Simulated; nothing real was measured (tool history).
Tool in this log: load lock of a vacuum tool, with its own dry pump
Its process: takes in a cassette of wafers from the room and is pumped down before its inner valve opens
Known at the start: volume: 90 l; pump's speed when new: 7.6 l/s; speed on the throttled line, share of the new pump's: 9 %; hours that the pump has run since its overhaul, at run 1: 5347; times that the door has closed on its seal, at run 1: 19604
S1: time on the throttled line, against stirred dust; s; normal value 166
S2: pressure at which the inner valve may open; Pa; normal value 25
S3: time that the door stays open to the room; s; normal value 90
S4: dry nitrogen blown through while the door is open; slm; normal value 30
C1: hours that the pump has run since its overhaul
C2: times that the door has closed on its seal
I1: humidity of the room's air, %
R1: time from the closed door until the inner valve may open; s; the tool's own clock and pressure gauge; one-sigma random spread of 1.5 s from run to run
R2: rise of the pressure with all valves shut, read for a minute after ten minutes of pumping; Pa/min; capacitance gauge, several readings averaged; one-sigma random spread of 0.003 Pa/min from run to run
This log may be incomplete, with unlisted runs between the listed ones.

Run 1, hour 0.0: usual settings; C1 5347; C2 19604; I1 48.0. Result: R1 257.2 s, R2 0.151 Pa/min.
Run 2, hour 200.1: usual settings but S3 44 s; C1 5547; C2 20017; I1 41.5. Result: R1 254.3 s, R2 0.138 Pa/min.
Run 3, hour 343.0: usual settings but S1 147 s; C1 5690; C2 20312; I1 44.7. Result: R1 237.5 s, R2 0.154 Pa/min.
Run 4, hour 500.5: usual settings but S3 54 s; C1 5848; C2 20638; I1 43.7. Result: R1 254.2 s, R2 0.144 Pa/min.
Run 5, hour 582.1: usual settings but S3 54 s; C1 5929; C2 20806; I1 48.9. Result: R1 255.0 s, R2 0.152 Pa/min.
Run 6, hour 755.9: usual settings but S1 238 s; C1 6103; C2 21165; I1 46.4. Result: R1 318.9 s, R2 0.161 Pa/min.
Run 7, hour 953.5: usual settings but S2 30 Pa; C1 6301; C2 21573; I1 46.7. Result: R1 249.0 s, R2 0.163 Pa/min.
Run 8, hour 1096.9: usual settings; C1 6444; C2 21870; I1 48.0. Result: R1 256.6 s, R2 0.168 Pa/min.
Run 9, hour 1291.2: usual settings; C1 6638; C2 22271; I1 48.1. Result: R1 255.1 s, R2 0.174 Pa/min.
Run 10, hour 1452.9: usual settings; C1 6800; C2 22605; I1 47.0. Result: R1 257.6 s, R2 0.173 Pa/min.
Run 11, hour 1620.5: usual settings; C1 6968; C2 22951; I1 43.0. Result: R1 259.1 s, R2 0.175 Pa/min.
Run 12, hour 1812.4: usual settings; C1 7159; C2 23348; I1 47.1. Result: R1 255.9 s, R2 0.185 Pa/min.
Run 13, hour 1974.5: usual settings; C1 7322; C2 23683; I1 45.9. Result: R1 255.2 s, R2 0.182 Pa/min.
Run 14, hour 2102.6: usual settings; C1 7450; C2 23947; I1 48.7. Result: R1 257.1 s, R2 0.191 Pa/min.
Run 15, hour 2270.2: usual settings but S1 264 s; C1 7617; C2 24293; I1 46.3. Result: R1 344.7 s, R2 0.186 Pa/min.
Run 16, hour 2407.9: usual settings but S1 264 s; C1 7755; C2 24578; I1 47.4. Result: R1 346.6 s, R2 0.189 Pa/min.
Run 17, hour 2590.1: usual settings but S1 264 s; C1 7937; C2 24954; I1 44.8. Result: R1 346.7 s, R2 0.195 Pa/min.
Run 18, hour 2747.5: usual settings; C1 8095; C2 25279; I1 42.7. Result: R1 258.9 s, R2 0.200 Pa/min.
Run 19, hour 2877.8: usual settings; C1 8225; C2 25548; I1 46.0. Result: R1 257.5 s, R2 0.206 Pa/min.
Run 20, hour 3058.8: usual settings; C1 8406; C2 25922; I1 42.3. Result: R1 261.2 s, R2 0.206 Pa/min.
Run 21, hour 3246.5: usual settings but S1 87 s, S2 45 Pa, S3 181 s, S4 6 slm; C1 8594; C2 26310; I1 44.9. Result: R1 180.4 s, R2 0.266 Pa/min.
Run 22, hour 3387.1: usual settings but S1 286 s, S2 27 Pa, S3 37 s, S4 13 slm; C1 8734; C2 26601; I1 46.6. Result: R1 366.5 s, R2 0.214 Pa/min.
Run 23, hour 3519.2: usual settings but S1 107 s, S3 169 s; C1 8866; C2 26873; I1 44.1. Result: R1 207.3 s, R2 0.227 Pa/min.
Run 24, hour 3613.1: usual settings but S1 107 s, S3 169 s; C1 8960; C2 27067; I1 47.5. Result: R1 207.0 s, R2 0.230 Pa/min.
Run 25, hour 3716.8: usual settings but S1 107 s, S3 169 s; C1 9064; C2 27282; I1 43.4. Result: R1 205.9 s, R2 0.233 Pa/min.
Run 26, hour 3832.3: usual settings but S1 231 s, S2 21 Pa, S3 41 s, S4 16 slm; C1 9179; C2 27520; I1 41.4. Result: R1 319.7 s, R2 0.218 Pa/min.
Run 27, hour 3945.9: usual settings but S1 231 s, S2 21 Pa, S3 41 s, S4 16 slm; C1 9293; C2 27755; I1 48.3. Result: R1 322.2 s, R2 0.227 Pa/min.
Run 28, hour 4053.1: usual settings but S1 231 s, S2 21 Pa, S3 41 s, S4 16 slm; C1 9400; C2 27976; I1 43.9. Result: R1 321.6 s, R2 0.221 Pa/min.
Run 29, hour 4230.0: usual settings but S1 190 s, S2 26 Pa, S3 160 s, S4 6 slm; C1 9577; C2 28342; I1 46.5. Result: R1 283.9 s, R2 0.283 Pa/min.
Run 30, hour 4370.8: usual settings but S1 94 s, S2 23 Pa, S3 91 s, S4 8 slm; C1 9718; C2 28632; I1 44.1. Result: R1 198.4 s, R2 0.257 Pa/min.
Run 31, hour 4515.3: usual settings but S1 301 s, S2 20 Pa, S3 28 s, S4 14 slm; C1 9862; C2 28931; I1 47.5. Result: R1 386.9 s, R2 0.230 Pa/min.
Run 32, hour 4692.8: usual settings but S1 293 s, S2 19 Pa, S3 89 s, S4 13 slm; C1 10040; C2 29298; I1 43.9. Result: R1 383.0 s, R2 0.263 Pa/min.
Run 33, hour 4886.0: usual settings but S1 293 s, S2 19 Pa, S3 89 s, S4 13 slm; C1 10233; C2 29697; I1 43.0. Result: R1 380.0 s, R2 0.261 Pa/min.
Run 34, hour 5089.2: usual settings but S1 144 s, S2 49 Pa; C1 10436; C2 30117; I1 49.0. Result: R1 234.8 s, R2 0.265 Pa/min.
Run 35, hour 5192.1: usual settings but S1 144 s, S2 49 Pa; C1 10539; C2 30329; I1 44.2. Result: R1 230.5 s, R2 0.256 Pa/min.
Run 36, hour 5368.2: usual settings but S1 144 s, S2 49 Pa, S3 35 s, S4 14 slm; C1 10715; C2 30693; I1 44.1. Result: R1 234.5 s, R2 0.253 Pa/min.
Run 37, hour 5559.0: usual settings but S1 195 s, S2 49 Pa, S3 35 s, S4 14 slm; C1 10906; C2 31087; I1 48.1. Result: R1 280.0 s, R2 0.263 Pa/min.

A few steps of R1 between consecutive runs. Split each: what settings, incoming material and random variation would produce without the hidden state, and what is left over for the hidden state, along with gauge scatter present in only one of the two compared results (measured, and without hidden state):
Hidden state at play: pump's speed, % of a new pump's; leak at the door's seal, Pa l/s; drift of the gauge itself on ready_s, %; drift of the gauge itself on rise_pa_min, %.
Run 21 -> 22: S1 87 -> 286, S2 45 -> 27, S3 181 -> 37, S4 6 -> 13. R1 +186.1 s: hidden state -1.3, all else +187.4.
Run 22 -> 23: S1 286 -> 107, S2 27 -> 25, S3 37 -> 169, S4 13 -> 30. R1 -159.2 s: hidden state +2.3, all else -161.5.
Run 29 -> 30: S1 190 -> 94, S2 26 -> 23, S3 160 -> 91, S4 6 -> 8. R1 -85.5 s: hidden state +1.9, all else -87.4.
Run 30 -> 31: S1 94 -> 301, S2 23 -> 20, S3 91 -> 28, S4 8 -> 14. R1 +188.5 s: hidden state -2.5, all else +191.0.
